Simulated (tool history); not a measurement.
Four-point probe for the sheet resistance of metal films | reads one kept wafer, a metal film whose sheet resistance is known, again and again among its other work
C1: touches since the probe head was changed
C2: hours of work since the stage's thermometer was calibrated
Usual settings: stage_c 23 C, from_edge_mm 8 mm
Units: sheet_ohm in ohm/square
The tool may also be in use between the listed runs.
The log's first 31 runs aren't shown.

{"run": 32, "day": 94.121, "stage_c": 26, "from_edge_mm": 6, "C1": 148824, "C2": 1940, "sheet_ohm": 0.037679}
{"run": 33, "day": 98.071, "stage_c": 26, "from_edge_mm": 6, "C1": 152450, "C2": 2000, "sheet_ohm": 0.037685}
{"run": 34, "day": 102.379, "stage_c": 23, "from_edge_mm": 6, "C1": 156405, "C2": 2065, "sheet_ohm": 0.037668}
{"run": 35, "day": 105.7, "stage_c": 23, "from_edge_mm": 22, "C1": 159451, "C2": 2115, "sheet_ohm": 0.036865}
{"run": 36, "day": 107.604, "stage_c": 33, "from_edge_mm": 52, "C1": 161199, "C2": 2143, "sheet_ohm": 0.03683}
{"day": 108.017, "done": "stage's thermometer calibrated"}
{"run": 37, "day": 111.358, "stage_c": 33, "from_edge_mm": 52, "C1": 164623, "C2": 50, "sheet_ohm": 0.036833}
{"run": 38, "day": 114.079, "stage_c": 33, "from_edge_mm": 52, "C1": 167122, "C2": 91, "sheet_ohm": 0.036821}
{"run": 39, "day": 117.404, "stage_c": 23, "from_edge_mm": 3, "C1": 170173, "C2": 141, "sheet_ohm": 0.040015}
{"run": 40, "day": 121.583, "stage_c": 29, "from_edge_mm": 4, "C1": 174007, "C2": 204, "sheet_ohm": 0.038705}
{"run": 41, "day": 123.754, "stage_c": 29, "from_edge_mm": 4, "C1": 175998, "C2": 237, "sheet_ohm": 0.038706}
{"run": 42, "day": 127.167, "stage_c": 29, "from_edge_mm": 4, "C1": 179132, "C2": 288, "sheet_ohm": 0.038701}
{"run": 43, "day": 130.942, "stage_c": 29, "from_edge_mm": 4, "C1": 182594, "C2": 345, "sheet_ohm": 0.038697}
{"run": 44, "day": 133.817, "stage_c": 23, "from_edge_mm": 14, "C1": 185233, "C2": 388, "sheet_ohm": 0.036966}
{"run": 45, "day": 136.762, "stage_c": 23, "from_edge_mm": 14, "C1": 187937, "C2": 432, "sheet_ohm": 0.036966}

Forecast each of these 4 alternatives for the next run:
{"run": "A", "day": 138.896, "stage_c": 22, "from_edge_mm": 4, "C1": 189893, "C2": 464, "sheet_ohm": "?"}
{"run": "B", "day": 138.896, "stage_c": 22, "from_edge_mm": 8, "C1": 189893, "C2": 464, "sheet_ohm": "?"}
{"run": "C", "day": 138.896, "stage_c": 20, "from_edge_mm": 7, "C1": 189893, "C2": 464, "sheet_ohm": "?"}
{"run": "D", "day": 138.896, "stage_c": 27, "from_edge_mm": 8, "C1": 189893, "C2": 464, "sheet_ohm": "?"}

run=A sheet_ohm=0.038689
run=B sheet_ohm=0.037291
run=C sheet_ohm=0.037437
run=D sheet_ohm=0.037308
Without the tool's hidden state the same runs would have given:
run=A sheet_ohm=0.038686
run=B sheet_ohm=0.037288
run=C sheet_ohm=0.037434
run=D sheet_ohm=0.037305

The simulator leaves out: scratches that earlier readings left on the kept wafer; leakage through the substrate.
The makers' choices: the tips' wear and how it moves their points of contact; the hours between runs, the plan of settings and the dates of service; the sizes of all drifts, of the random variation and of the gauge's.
